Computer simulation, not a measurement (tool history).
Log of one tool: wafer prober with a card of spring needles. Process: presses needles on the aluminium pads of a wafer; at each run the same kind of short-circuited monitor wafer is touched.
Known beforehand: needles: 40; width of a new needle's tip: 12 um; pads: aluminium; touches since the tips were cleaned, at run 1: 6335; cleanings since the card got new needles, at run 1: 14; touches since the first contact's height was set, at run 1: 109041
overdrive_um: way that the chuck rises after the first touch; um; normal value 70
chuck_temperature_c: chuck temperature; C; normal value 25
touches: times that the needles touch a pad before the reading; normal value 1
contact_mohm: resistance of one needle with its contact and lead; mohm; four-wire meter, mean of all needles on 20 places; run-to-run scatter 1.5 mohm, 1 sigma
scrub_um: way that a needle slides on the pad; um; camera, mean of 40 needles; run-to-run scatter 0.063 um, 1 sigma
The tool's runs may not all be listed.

run,day,overdrive_um,chuck_temperature_c,touches,touches since the tips were cleaned,cleanings since the card got new needles,touches since the first contact's height was set,contact_mohm,scrub_um
1,0,70,25,1,6335,14,109041,175,15.78
# day 0.05: tips cleaned on abrasive film
2,0.454,70,25,1,3145,15,112527,167,15.87
# day 0.9: tips cleaned on abrasive film
3,0.908,52,25,1,77,16,116043,156,11.69
4,1.204,52,25,1,2382,16,118348,179,11.7
5,1.521,70,25,1,4846,16,120812,176,15.76
# day 1.746: tips cleaned on abrasive film
6,2.012,70,25,1,2059,17,124578,164,15.7
7,2.354,70,25,1,4742,17,127261,171,15.77
# day 2.617: tips cleaned on abrasive film
8,2.95,70,25,1,2585,18,131858,166,15.73
9,3.392,70,25,1,6003,18,135276,178,15.73
# day 3.454: tips cleaned on abrasive film
10,3.796,70,25,1,2666,19,138411,164,15.88
11,4.271,61,88,2,6350,19,142095,184,13.6
# day 4.312: tips cleaned on abrasive film
12,4.729,61,88,2,3229,20,145616,174,13.59
# day 5.175: tips cleaned on abrasive film
13,5.342,52,25,2,1291,21,150363,159,11.5
14,5.925,52,42,2,5812,21,154884,183,11.56
# day 6.021: tips cleaned on abrasive film
15,6.271,67,25,1,1957,22,157545,164,15.08

4 options for the next run, each taken on its own from the tool as it stands now. Forecast them:
A,6.804,66,25,1,6113,22,161701,?,?
B,6.804,81,120,1,6113,22,161701,?,?
C,6.804,73,92,1,6113,22,161701,?,?
D,6.804,71,25,2,6113,22,161701,?,?

run,contact_mohm,scrub_um
A,184,14.78
B,183,18.21
C,181,16.46
D,163,15.96
With no hidden state in the tool, these same runs would have given:
run,contact_mohm,scrub_um
A,145,15.21
B,160,18.64
C,151,16.89
D,142,16.4
